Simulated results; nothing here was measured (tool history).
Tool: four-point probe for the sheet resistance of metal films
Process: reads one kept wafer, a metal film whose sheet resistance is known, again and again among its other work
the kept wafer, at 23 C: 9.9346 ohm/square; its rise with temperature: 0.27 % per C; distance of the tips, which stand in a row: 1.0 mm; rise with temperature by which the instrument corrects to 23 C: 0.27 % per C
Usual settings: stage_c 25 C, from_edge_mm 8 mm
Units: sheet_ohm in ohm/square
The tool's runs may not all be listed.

run	day	stage_c	from_edge_mm	sheet_ohm
1	0	25	8	9.992711
2	0.608	25	15	9.930133
3	1.117	25	9	9.971603
4	1.692	25	8	9.988485
5	2.512	25	8	9.98866
6	3.4	25	8	9.989529
7	3.867	30	8	9.984352
8	4.683	25	8	9.98529
9	5.721	25	7	10.006554
10	6.288	25	7	10.003818
11	7.238	25	7	10.007324
12	8.125	25	7	10.003833
13	9.175	25	7	10.002947
14	9.825	25	7	10.00024
15	10.529	25	7	10.000192
16	11.521	25	8	9.975696
17	12.058	25	8	9.975119
18	12.888	25	8	9.970198
19	13.683	25	8	9.971294
20	14.738	31	8	9.970729
21	15.254	25	8	9.971602
22	15.979	30	8	9.970473
23	16.6	30	8	9.971223
24	17.638	22	23	9.897405
25	18.421	19	7	9.988482
26	19.254	23	18	9.898418
27	20.008	18	5	10.091257
28	20.467	30	3	10.433122
29	20.9	22	4	10.203272
30	21.575	26	70	9.882498
31	22.612	26	70	9.874812
32	23.279	25	9	9.942405
33	23.842	25	9	9.939065
34	24.608	25	11	9.918365
35	25.525	20	17	9.893601
36	26.442	33	54	9.871676
37	27.062	23	62	9.87384
38	27.854	29	10	9.923315
39	28.817	34	14	9.900422
40	29.342	25	15	9.890729
41	29.971	32	5	10.075056
42	30.458	32	5	10.077877
43	31.358	32	5	10.076366
44	32.054	31	53	9.868406
45	32.717	31	53	9.863199
46	33.575	31	53	9.868671

Forecast each of these 3 alternatives for the next run:
A	34.446	18	53	?
B	34.446	22	8	?
C	34.446	31	39	?

run	sheet_ohm
A	9.862015
B	9.946422
C	9.868058
Without the tool's hidden state the same runs would have given:
run	sheet_ohm
A	9.934672
B	10.01972
C	9.940976
